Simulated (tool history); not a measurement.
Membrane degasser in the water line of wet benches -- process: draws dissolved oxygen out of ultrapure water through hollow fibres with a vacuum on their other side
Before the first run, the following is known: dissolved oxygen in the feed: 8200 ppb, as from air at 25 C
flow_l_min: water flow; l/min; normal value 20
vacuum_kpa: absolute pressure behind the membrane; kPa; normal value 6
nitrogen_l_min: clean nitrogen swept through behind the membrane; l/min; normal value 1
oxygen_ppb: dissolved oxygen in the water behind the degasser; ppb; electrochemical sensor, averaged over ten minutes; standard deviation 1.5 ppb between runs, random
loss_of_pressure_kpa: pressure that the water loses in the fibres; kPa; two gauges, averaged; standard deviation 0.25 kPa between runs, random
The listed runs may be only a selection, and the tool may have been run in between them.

Run 1, day 0: usual settings. Result: oxygen_ppb 162.3 ppb, loss_of_pressure_kpa 68.27 kPa.
Run 2, day 2.033: usual settings. Result: oxygen_ppb 162.5 ppb, loss_of_pressure_kpa 69.01 kPa.
Run 3, day 3.9: usual settings. Result: oxygen_ppb 161.8 ppb, loss_of_pressure_kpa 68.03 kPa.
Run 4, day 5.617: usual settings but vacuum_kpa 6.27 kPa. Result: oxygen_ppb 171.3 ppb, loss_of_pressure_kpa 69.06 kPa.
Run 5, day 7.529: usual settings but vacuum_kpa 6.27 kPa. Result: oxygen_ppb 175.2 ppb, loss_of_pressure_kpa 68.78 kPa.
Run 6, day 8.838: usual settings but vacuum_kpa 6.27 kPa. Result: oxygen_ppb 176.3 ppb, loss_of_pressure_kpa 68.71 kPa.
Run 7, day 10.721: usual settings but flow_l_min 15 l/min, vacuum_kpa 4.87 kPa, nitrogen_l_min 0.71 l/min. Result: oxygen_ppb 100 ppb, loss_of_pressure_kpa 51.37 kPa.
Run 8, day 11.762: usual settings but flow_l_min 15 l/min, vacuum_kpa 4.87 kPa, nitrogen_l_min 0.41 l/min. Result: oxygen_ppb 148.5 ppb, loss_of_pressure_kpa 51.55 kPa.
Run 9, day 12.7: usual settings but flow_l_min 15 l/min, vacuum_kpa 4.87 kPa, nitrogen_l_min 0.41 l/min. Result: oxygen_ppb 153.6 ppb, loss_of_pressure_kpa 51.25 kPa.
Run 10, day 14.221: usual settings but flow_l_min 15 l/min, vacuum_kpa 4.87 kPa, nitrogen_l_min 0.41 l/min. Result: oxygen_ppb 152.5 ppb, loss_of_pressure_kpa 51.57 kPa.
Run 11, day 15.321: usual settings but flow_l_min 19 l/min, vacuum_kpa 9.83 kPa, nitrogen_l_min 2.3 l/min. Result: oxygen_ppb 160.7 ppb, loss_of_pressure_kpa 64.77 kPa.

Below are 5 alternative next runs, each starting from the tool's condition after run 11. Predict each:
Run A, day 16.462: usual settings but flow_l_min 19 l/min, vacuum_kpa 4.62 kPa, nitrogen_l_min 2.3 l/min. Result: oxygen_ppb ?, loss_of_pressure_kpa ?.
Run B, day 16.462: usual settings but flow_l_min 19 l/min, vacuum_kpa 12.13 kPa, nitrogen_l_min 2.3 l/min. Result: oxygen_ppb ?, loss_of_pressure_kpa ?.
Run C, day 16.462: usual settings but flow_l_min 14 l/min, vacuum_kpa 6.9 kPa. Result: oxygen_ppb ?, loss_of_pressure_kpa ?.
Run D, day 16.462: usual settings but flow_l_min 17 l/min. Result: oxygen_ppb ?, loss_of_pressure_kpa ?.
Run E, day 16.462: usual settings but flow_l_min 19 l/min, vacuum_kpa 8.07 kPa, nitrogen_l_min 2.3 l/min. Result: oxygen_ppb ?, loss_of_pressure_kpa ?.

run  oxygen_ppb  loss_of_pressure_kpa
  A          55                 65.25
  B       205.1                 65.51
  C       137.1                 48.57
  D       134.7                 58.68
  E       122.7                 65.58
Take away the tool's hidden state, keep each run's random variation, and the runs would have read:
run  oxygen_ppb  loss_of_pressure_kpa
  A        47.4                 64.63
  B         194                 64.89
  C       124.2                 48.11
  D       120.7                 58.13
  E       113.6                 64.96
